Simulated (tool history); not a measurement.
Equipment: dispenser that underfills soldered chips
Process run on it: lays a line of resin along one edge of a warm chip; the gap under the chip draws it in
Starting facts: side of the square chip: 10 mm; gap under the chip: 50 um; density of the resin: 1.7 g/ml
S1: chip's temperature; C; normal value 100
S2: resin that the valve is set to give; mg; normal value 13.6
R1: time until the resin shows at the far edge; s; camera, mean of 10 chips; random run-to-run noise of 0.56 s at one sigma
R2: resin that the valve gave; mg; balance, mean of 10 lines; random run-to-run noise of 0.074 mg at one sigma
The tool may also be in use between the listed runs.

Run 1, hour 0.0: usual settings. Result: R1 65.2 s, R2 13.60 mg.
At hour 4.5: new syringe of resin.
Run 2, hour 7.3: usual settings. Result: R1 52.8 s, R2 13.51 mg.
Run 3, hour 13.2: usual settings but S1 88 C. Result: R1 113.9 s, R2 13.41 mg.
At hour 18.0: new syringe of resin.
Run 4, hour 18.9: usual settings but S1 88 C. Result: R1 84.7 s, R2 13.49 mg.
Run 5, hour 30.3: usual settings but S1 88 C. Result: R1 131.4 s, R2 13.40 mg.
At hour 31.8: new syringe of resin.
Run 6, hour 39.3: usual settings but S1 88 C. Result: R1 108.1 s, R2 13.15 mg.
At hour 45.7: new syringe of resin.
Run 7, hour 49.7: usual settings but S1 88 C. Result: R1 94.5 s, R2 13.17 mg.
Run 8, hour 56.3: usual settings. Result: R1 70.2 s, R2 13.16 mg.
At hour 59.6: new syringe of resin.
Run 9, hour 64.8: usual settings. Result: R1 56.7 s, R2 12.93 mg.
At hour 73.2: new syringe of resin.
Run 10, hour 74.9: usual settings. Result: R1 49.4 s, R2 12.96 mg.
At hour 79.9: dispensing valve cleaned and set on the balance.
Run 11, hour 83.8: usual settings but S2 12.0 mg. Result: R1 67.3 s, R2 11.90 mg.
At hour 88.4: new syringe of resin.
Run 12, hour 89.3: usual settings but S2 12.0 mg. Result: R1 47.9 s, R2 11.96 mg.
At hour 101.8: new syringe of resin.
Run 13, hour 101.8: usual settings but S1 87 C, S2 16.5 mg. Result: R1 82.4 s, R2 16.17 mg.
Run 14, hour 109.4: usual settings but S1 87 C, S2 16.5 mg. Result: R1 112.5 s, R2 16.16 mg.
At hour 115.0: new syringe of resin.
Run 15, hour 117.8: usual settings but S1 113 C, S2 17.3 mg. Result: R1 27.9 s, R2 16.81 mg.
Run 16, hour 125.2: usual settings but S1 112 C. Result: R1 40.8 s, R2 13.13 mg.
At hour 128.7: new syringe of resin.
Run 17, hour 133.8: usual settings but S1 112 C. Result: R1 32.8 s, R2 13.07 mg.

Run 18, settings as shown, results not yet in. Your forecast:
At hour 142.2: new syringe of resin.
Run 18, hour 146.4: usual settings but S1 96 C, S2 16.2 mg. Result: R1 ?, R2 ?.

R1: 65.0 s
R2: 15.55 mg
Minus the tool's unlogged condition, the same run would have read R1 56.3 s, R2 16.21 mg.

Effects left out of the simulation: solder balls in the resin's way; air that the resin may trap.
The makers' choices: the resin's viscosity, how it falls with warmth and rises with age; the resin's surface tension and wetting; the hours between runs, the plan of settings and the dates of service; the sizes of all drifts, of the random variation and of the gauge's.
